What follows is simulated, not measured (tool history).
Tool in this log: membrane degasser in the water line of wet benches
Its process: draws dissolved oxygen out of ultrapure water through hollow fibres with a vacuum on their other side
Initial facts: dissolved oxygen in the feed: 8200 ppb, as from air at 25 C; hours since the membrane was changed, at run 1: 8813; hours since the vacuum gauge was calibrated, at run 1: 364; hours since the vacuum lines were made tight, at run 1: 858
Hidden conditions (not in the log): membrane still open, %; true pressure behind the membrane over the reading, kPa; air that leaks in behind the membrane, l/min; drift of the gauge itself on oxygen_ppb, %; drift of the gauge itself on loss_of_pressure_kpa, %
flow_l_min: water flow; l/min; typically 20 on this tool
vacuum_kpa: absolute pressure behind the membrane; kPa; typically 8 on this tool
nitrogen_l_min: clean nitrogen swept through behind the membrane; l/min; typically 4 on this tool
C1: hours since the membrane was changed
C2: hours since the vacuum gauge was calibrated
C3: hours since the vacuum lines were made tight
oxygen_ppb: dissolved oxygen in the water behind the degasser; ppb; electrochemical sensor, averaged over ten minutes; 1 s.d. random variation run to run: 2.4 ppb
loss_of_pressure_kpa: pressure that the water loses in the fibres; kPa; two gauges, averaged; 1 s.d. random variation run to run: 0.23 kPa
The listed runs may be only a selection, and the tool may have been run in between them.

run 1 hour=0 | flow_l_min=20 vacuum_kpa=8 nitrogen_l_min=4 | C1=8813 C2=364 C3=858 | oxygen_ppb=233.7 loss_of_pressure_kpa=59.98
run 2 hour=144.3 | flow_l_min=20 vacuum_kpa=5.42 nitrogen_l_min=4 | C1=8957 C2=508 C3=1003 | oxygen_ppb=201.6 loss_of_pressure_kpa=59.32
-- hour=306.8 membrane cartridge changed
run 3 hour=371.1 | flow_l_min=20 vacuum_kpa=8 nitrogen_l_min=4 | C1=64 C2=731 C3=1225 | oxygen_ppb=230.2 loss_of_pressure_kpa=59.5
run 4 hour=642.5 | flow_l_min=20 vacuum_kpa=8 nitrogen_l_min=4 | C1=336 C2=1003 C3=1497 | oxygen_ppb=235 loss_of_pressure_kpa=59.57
run 5 hour=940.7 | flow_l_min=20 vacuum_kpa=8 nitrogen_l_min=4 | C1=634 C2=1301 C3=1795 | oxygen_ppb=231.9 loss_of_pressure_kpa=59.42
run 6 hour=1130.2 | flow_l_min=20 vacuum_kpa=8 nitrogen_l_min=4 | C1=823 C2=1490 C3=1984 | oxygen_ppb=234.9 loss_of_pressure_kpa=59.81
run 7 hour=1427.1 | flow_l_min=20 vacuum_kpa=8 nitrogen_l_min=4 | C1=1120 C2=1787 C3=2281 | oxygen_ppb=236.9 loss_of_pressure_kpa=59.77
run 8 hour=1747.1 | flow_l_min=20 vacuum_kpa=8 nitrogen_l_min=4 | C1=1440 C2=2107 C3=2601 | oxygen_ppb=233.9 loss_of_pressure_kpa=59.66
run 9 hour=2050.5 | flow_l_min=20 vacuum_kpa=8 nitrogen_l_min=4 | C1=1744 C2=2411 C3=2905 | oxygen_ppb=238.6 loss_of_pressure_kpa=59.6
run 10 hour=2246.4 | flow_l_min=30 vacuum_kpa=8 nitrogen_l_min=4 | C1=1940 C2=2607 C3=3101 | oxygen_ppb=536.6 loss_of_pressure_kpa=89.32
run 11 hour=2450.5 | flow_l_min=30 vacuum_kpa=8 nitrogen_l_min=4 | C1=2144 C2=2811 C3=3305 | oxygen_ppb=538.5 loss_of_pressure_kpa=89.12
run 12 hour=2739.4 | flow_l_min=30 vacuum_kpa=8 nitrogen_l_min=4 | C1=2433 C2=3100 C3=3594 | oxygen_ppb=548.7 loss_of_pressure_kpa=89.25
run 13 hour=2931.7 | flow_l_min=30 vacuum_kpa=8 nitrogen_l_min=4 | C1=2625 C2=3292 C3=3786 | oxygen_ppb=545 loss_of_pressure_kpa=89.42
run 14 hour=3280.7 | flow_l_min=20 vacuum_kpa=8 nitrogen_l_min=4 | C1=2974 C2=3641 C3=4135 | oxygen_ppb=239 loss_of_pressure_kpa=59.15
run 15 hour=3599.5 | flow_l_min=20 vacuum_kpa=8 nitrogen_l_min=4 | C1=3293 C2=3960 C3=4454 | oxygen_ppb=232.8 loss_of_pressure_kpa=59.48
run 16 hour=3909.9 | flow_l_min=20 vacuum_kpa=8 nitrogen_l_min=4 | C1=3603 C2=4270 C3=4764 | oxygen_ppb=234.7 loss_of_pressure_kpa=59.16
run 17 hour=4163.2 | flow_l_min=20 vacuum_kpa=5.99 nitrogen_l_min=4 | C1=3856 C2=4523 C3=5017 | oxygen_ppb=218.6 loss_of_pressure_kpa=59.46
run 18 hour=4450.4 | flow_l_min=26 vacuum_kpa=9.12 nitrogen_l_min=8.98 | C1=4144 C2=4811 C3=5305 | oxygen_ppb=385.5 loss_of_pressure_kpa=77.1
run 19 hour=4687.8 | flow_l_min=23 vacuum_kpa=8 nitrogen_l_min=2.9 | C1=4381 C2=5048 C3=5542 | oxygen_ppb=340.6 loss_of_pressure_kpa=68.71
-- hour=4773.9 seals of the vacuum lines changed
run 20 hour=4851.2 | flow_l_min=26 vacuum_kpa=8 nitrogen_l_min=4 | C1=4542 C2=5209 C3=77 | oxygen_ppb=411.8 loss_of_pressure_kpa=77.6
run 21 hour=5078.9 | flow_l_min=26 vacuum_kpa=12.09 nitrogen_l_min=4 | C1=4770 C2=5437 C3=305 | oxygen_ppb=473.8 loss_of_pressure_kpa=77.68
run 22 hour=5350.6 | flow_l_min=20 vacuum_kpa=19.54 nitrogen_l_min=2.62 | C1=5042 C2=5709 C3=577 | oxygen_ppb=454.5 loss_of_pressure_kpa=59.79
run 23 hour=5654.1 | flow_l_min=24 vacuum_kpa=8 nitrogen_l_min=6.04 | C1=5345 C2=6012 C3=880 | oxygen_ppb=331.4 loss_of_pressure_kpa=71.12
run 24 hour=5918.3 | flow_l_min=24 vacuum_kpa=8 nitrogen_l_min=6.04 | C1=5610 C2=6276 C3=1144 | oxygen_ppb=330.3 loss_of_pressure_kpa=71.18
run 25 hour=6165.6 | flow_l_min=13 vacuum_kpa=8.36 nitrogen_l_min=2.18 | C1=5857 C2=6524 C3=1392 | oxygen_ppb=118 loss_of_pressure_kpa=38.52
run 26 hour=6477.7 | flow_l_min=20 vacuum_kpa=5.81 nitrogen_l_min=2.18 | C1=6169 C2=6836 C3=1704 | oxygen_ppb=232.8 loss_of_pressure_kpa=59.58
run 27 hour=6754.8 | flow_l_min=23 vacuum_kpa=5.81 nitrogen_l_min=8.61 | C1=6446 C2=7113 C3=1981 | oxygen_ppb=273.7 loss_of_pressure_kpa=68.46
run 28 hour=7055.6 | flow_l_min=23 vacuum_kpa=5.81 nitrogen_l_min=8.61 | C1=6747 C2=7414 C3=2282 | oxygen_ppb=274.8 loss_of_pressure_kpa=68.74
run 29 hour=7365.5 | flow_l_min=23 vacuum_kpa=5.81 nitrogen_l_min=8.61 | C1=7057 C2=7724 C3=2592 | oxygen_ppb=272.3 loss_of_pressure_kpa=68.87
run 30 hour=7670.3 | flow_l_min=23 vacuum_kpa=11.5 nitrogen_l_min=8.61 | C1=7362 C2=8028 C3=2896 | oxygen_ppb=314 loss_of_pressure_kpa=68.52
run 31 hour=7860.2 | flow_l_min=15 vacuum_kpa=11.8 nitrogen_l_min=2.16 | C1=7551 C2=8218 C3=3086 | oxygen_ppb=214.8 loss_of_pressure_kpa=44.81

Hidden condition of the tool, last listed run before each entry between runs versus first listed run after:
In the gap between runs 2 and 3: membrane cartridge changed (hour 306.8)
  membrane still open, %: 99.9 -> 100
In the gap between runs 19 and 20: seals of the vacuum lines changed (hour 4773.9)
  air that leaks in behind the membrane, l/min: 0.0022 -> 0.002
